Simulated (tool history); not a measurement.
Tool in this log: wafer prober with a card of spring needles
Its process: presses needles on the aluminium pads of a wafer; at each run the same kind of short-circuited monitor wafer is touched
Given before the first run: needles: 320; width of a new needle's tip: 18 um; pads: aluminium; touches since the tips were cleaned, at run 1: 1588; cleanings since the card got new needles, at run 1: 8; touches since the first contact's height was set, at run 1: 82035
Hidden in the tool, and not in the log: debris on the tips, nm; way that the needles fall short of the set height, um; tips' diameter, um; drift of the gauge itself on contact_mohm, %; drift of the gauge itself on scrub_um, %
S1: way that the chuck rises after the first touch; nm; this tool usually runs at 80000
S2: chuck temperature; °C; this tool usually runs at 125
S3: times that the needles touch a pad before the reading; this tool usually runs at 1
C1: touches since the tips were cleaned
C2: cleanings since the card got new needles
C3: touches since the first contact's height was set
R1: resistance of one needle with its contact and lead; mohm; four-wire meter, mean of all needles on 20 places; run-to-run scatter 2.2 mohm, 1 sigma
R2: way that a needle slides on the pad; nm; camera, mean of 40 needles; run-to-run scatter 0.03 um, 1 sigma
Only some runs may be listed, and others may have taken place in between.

run    hour     S1   S2  S3    C1  C2      C3   R1     R2
  1     0.0  80000  125   1  1588   8   82035  265  19430
       26.8  -- tips cleaned on abrasive film
  2    42.5  80000  125   1  4435   9   94030  278  19410
       60.9  -- tips cleaned on abrasive film
  3    84.0  80000   37   1  6541  10  105762  273  19330
       90.8  -- tips cleaned on abrasive film
      120.9  -- tips cleaned on abrasive film
  4   134.7  80000   55   1  3899  12  120059  262  19380
      152.0  -- tips cleaned on abrasive film
  5   165.7  80000   55   2  3886  13  128814  251  19390
      185.4  -- tips cleaned on abrasive film
  6   210.1  80000   55   2  6974  14  141339  255  19300
      217.2  -- tips cleaned on abrasive film
      251.2  -- tips cleaned on abrasive film
  7   256.5  80000  125   1  1497  16  154431  264  19300
      285.3  -- tips cleaned on abrasive film
  8   304.8  80000  125   1  5532  17  168089  289  19260
      319.2  -- tips cleaned on abrasive film
      350.9  -- tips cleaned on abrasive film
  9   358.2  80000  125   1  2081  19  183145  264  19280
      380.9  -- tips cleaned on abrasive film
 10   388.7  80000  125   1  2209  20  191752  267  19200
      412.8  -- tips cleaned on abrasive film
 11   436.2  80000  125   1  6617  21  205166  281  19260
      444.6  -- tips cleaned on abrasive film
      475.6  -- tips cleaned on abrasive film
      478.5  -- height of the first contact set anew
 12   482.6  80000  125   1  1899  23    1174  268  19490
      505.6  -- tips cleaned on abrasive film
 13   513.5  80000  125   1  2235  24    9875  265  19440
      539.0  -- tips cleaned on abrasive film
 14   540.9  63000  125   1   552  25   17626  267  15320
      570.9  -- tips cleaned on abrasive film
 15   580.2  63000  125   1  2648  26   28725  292  15360
      601.1  -- tips cleaned on abrasive film
 16   628.5  63000  125   1  7773  27   42370  319  15270
      633.8  -- tips cleaned on abrasive film
      664.3  -- tips cleaned on abrasive film
 17   668.1  63000  125   1  1070  29   53509  274  15280
      697.6  -- tips cleaned on abrasive film
 18   699.4  64000   53   2   508  30   62349  240  15530
 19   723.3  80000   42   1  7264  30   69105  274  19390
      730.9  -- tips cleaned on abrasive film
      763.0  -- tips cleaned on abrasive film
 20   775.9  80000   42   1  3636  32   83948  260  19380
      793.5  -- tips cleaned on abrasive film
 21   811.1  80000   53   1  4958  33   93878  265  19350
      823.4  -- tips cleaned on abrasive film
      853.3  -- tips cleaned on abrasive film
 22   859.6  87000   25   3  1767  35  107564  228  21070
      884.0  -- tips cleaned on abrasive film
 23   911.8  72000   50   2  7871  36  122312  268  17330
      915.1  -- tips cleaned on abrasive film
 24   937.8  72000   50   2  6429  37  129660  258  17340
      946.3  -- tips cleaned on abrasive film
      975.8  -- tips cleaned on abrasive film
 25   989.4  80000   84   1  3860  39  144219  269  19300
     1009.9  -- tips cleaned on abrasive film
     1041.6  -- tips cleaned on abrasive film
 26  1041.6  87000  125   2     0  41  158916  247  20940
     1073.8  -- tips cleaned on abrasive film
 27  1081.1  96000  125   2  2084  42  170090  252  23190
     1104.2  -- tips cleaned on abrasive film
 28  1107.7  80000   29   1  1015  43  177598  239  19240
     1135.2  -- tips cleaned on abrasive film
 29  1153.7  77000   46   1  5235  44  190589  272  18500
     1169.6  -- tips cleaned on abrasive film
     1201.3  -- tips cleaned on abrasive film
 30  1204.1  80000   58   1   785  46  204791  251  19190
     1231.3  -- tips cleaned on abrasive film
     1247.9  -- height of the first contact set anew
 31  1259.0  90000  125   2  7775  47    3141  261  21900
     1263.8  -- tips cleaned on abrasive film
     1297.0  -- tips cleaned on abrasive film
 32  1312.5  90000  125   2  4380  49   18232  261  21880
     1327.6  -- tips cleaned on abrasive film
     1357.2  -- tips cleaned on abrasive film
 33  1357.2  90000  125   2     0  51   30828  247  21840

Below, each run's measurement less what the same run would have read without the hidden state. Both values contain the same run-to-run variation, but the gauge's scatter may not be the same in both:
run   R1    R2
  1  +21   -90
  2  +33  -110
  3  +50  -120
  4  +34  -140
  5  +24  -160
  6  +29  -160
  7  +20  -180
  8  +41  -200
  9  +22  -220
 10  +24  -240
 11  +41  -250
 12  +23    +0
 13  +23   -20
 14  +14   -20
 15  +41   -30
 16  +67   -40
 17  +24   -70
 18   +9   -80
 19  +49   -80
 20  +39  -110
 21  +42  -120
 22   +7  -150
 23  +38  -170
 24  +35  -190
 25  +37  -220
 26   +3  -250
 27  +11  -260
 28  +19  -270
 29  +49  -280
 30  +18  -300
 31  +23    +0
 32  +19   -30
 33   +3   -50

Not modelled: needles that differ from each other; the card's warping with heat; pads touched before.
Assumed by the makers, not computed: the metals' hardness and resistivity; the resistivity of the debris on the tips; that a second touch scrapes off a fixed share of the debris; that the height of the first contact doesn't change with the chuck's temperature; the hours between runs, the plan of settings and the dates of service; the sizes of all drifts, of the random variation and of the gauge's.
